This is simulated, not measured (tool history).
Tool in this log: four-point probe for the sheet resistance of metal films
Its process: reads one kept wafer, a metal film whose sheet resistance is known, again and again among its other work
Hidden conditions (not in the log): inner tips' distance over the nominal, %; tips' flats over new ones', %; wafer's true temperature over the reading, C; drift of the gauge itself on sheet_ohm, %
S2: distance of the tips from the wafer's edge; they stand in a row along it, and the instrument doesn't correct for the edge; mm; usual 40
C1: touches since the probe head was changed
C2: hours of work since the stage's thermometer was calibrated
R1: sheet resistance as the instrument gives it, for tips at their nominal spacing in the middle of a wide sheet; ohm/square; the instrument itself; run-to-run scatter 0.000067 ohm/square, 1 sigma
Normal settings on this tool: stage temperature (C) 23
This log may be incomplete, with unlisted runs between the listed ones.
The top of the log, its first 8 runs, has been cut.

run 9 hour=276.8 | stage_temperature_(C)=23 S2=40 | C1=48429 C2=1221 | R1=0.334252
run 10 hour=325.2 | stage_temperature_(C)=23 S2=67 | C1=50527 C2=1254 | R1=0.334198
run 11 hour=363.3 | stage_temperature_(C)=23 S2=67 | C1=52180 C2=1279 | R1=0.334109
run 12 hour=393 | stage_temperature_(C)=23 S2=67 | C1=53468 C2=1299 | R1=0.334038
run 13 hour=445.1 | stage_temperature_(C)=23 S2=40 | C1=55729 C2=1334 | R1=0.334407
run 14 hour=481.5 | stage_temperature_(C)=23 S2=40 | C1=57310 C2=1359 | R1=0.334457
run 15 hour=511.7 | stage_temperature_(C)=28 S2=40 | C1=58618 C2=1379 | R1=0.335368
run 16 hour=557.4 | stage_temperature_(C)=23 S2=40 | C1=60605 C2=1410 | R1=0.334501
-- hour=580.7 stage's thermometer calibrated
run 17 hour=607.3 | stage_temperature_(C)=23 S2=40 | C1=62746 C2=18 | R1=0.334514
run 18 hour=630.9 | stage_temperature_(C)=23 S2=40 | C1=63771 C2=34 | R1=0.334664
run 19 hour=678.1 | stage_temperature_(C)=23 S2=40 | C1=65817 C2=66 | R1=0.334668
run 20 hour=701 | stage_temperature_(C)=22 S2=15 | C1=66813 C2=81 | R1=0.335381
run 21 hour=732.9 | stage_temperature_(C)=19 S2=5 | C1=68198 C2=102 | R1=0.344787
run 22 hour=766.6 | stage_temperature_(C)=19 S2=5 | C1=69658 C2=125 | R1=0.344737
run 23 hour=792.5 | stage_temperature_(C)=19 S2=5 | C1=70784 C2=143 | R1=0.344754
run 24 hour=822 | stage_temperature_(C)=23 S2=11 | C1=72062 C2=162 | R1=0.336912
run 25 hour=855.6 | stage_temperature_(C)=29 S2=14 | C1=73520 C2=185 | R1=0.337353
run 26 hour=880.1 | stage_temperature_(C)=29 S2=14 | C1=74582 C2=202 | R1=0.337452
run 27 hour=905.3 | stage_temperature_(C)=20 S2=19 | C1=75677 C2=219 | R1=0.334673
run 28 hour=949.1 | stage_temperature_(C)=24 S2=4 | C1=77578 C2=248 | R1=0.352087
run 29 hour=998 | stage_temperature_(C)=24 S2=4 | C1=79701 C2=281 | R1=0.351969
run 30 hour=1036.1 | stage_temperature_(C)=23 S2=10 | C1=81355 C2=307 | R1=0.337621
run 31 hour=1074.3 | stage_temperature_(C)=29 S2=19 | C1=83013 C2=332 | R1=0.33683

Below are 5 alternative next runs, each starting from the tool's condition after run 31. Predict each:
run A hour=1110.6 | stage_temperature_(C)=20 S2=19 | C1=84585 C2=357 | R1=?
run B hour=1110.6 | stage_temperature_(C)=23 S2=5 | C1=84585 C2=357 | R1=?
run C hour=1110.6 | stage_temperature_(C)=26 S2=67 | C1=84585 C2=357 | R1=?
run D hour=1110.6 | stage_temperature_(C)=22 S2=19 | C1=84585 C2=357 | R1=?
run E hour=1110.6 | stage_temperature_(C)=29 S2=4 | C1=84585 C2=357 | R1=?

run=A R1=0.334731
run=B R1=0.3458
run=C R1=0.335319
run=D R1=0.335269
run=E R1=0.353307
Had the tool no hidden state, the same runs would have come out as:
run=A R1=0.334957
run=B R1=0.346032
run=C R1=0.335544
run=D R1=0.335495
run=E R1=0.353543

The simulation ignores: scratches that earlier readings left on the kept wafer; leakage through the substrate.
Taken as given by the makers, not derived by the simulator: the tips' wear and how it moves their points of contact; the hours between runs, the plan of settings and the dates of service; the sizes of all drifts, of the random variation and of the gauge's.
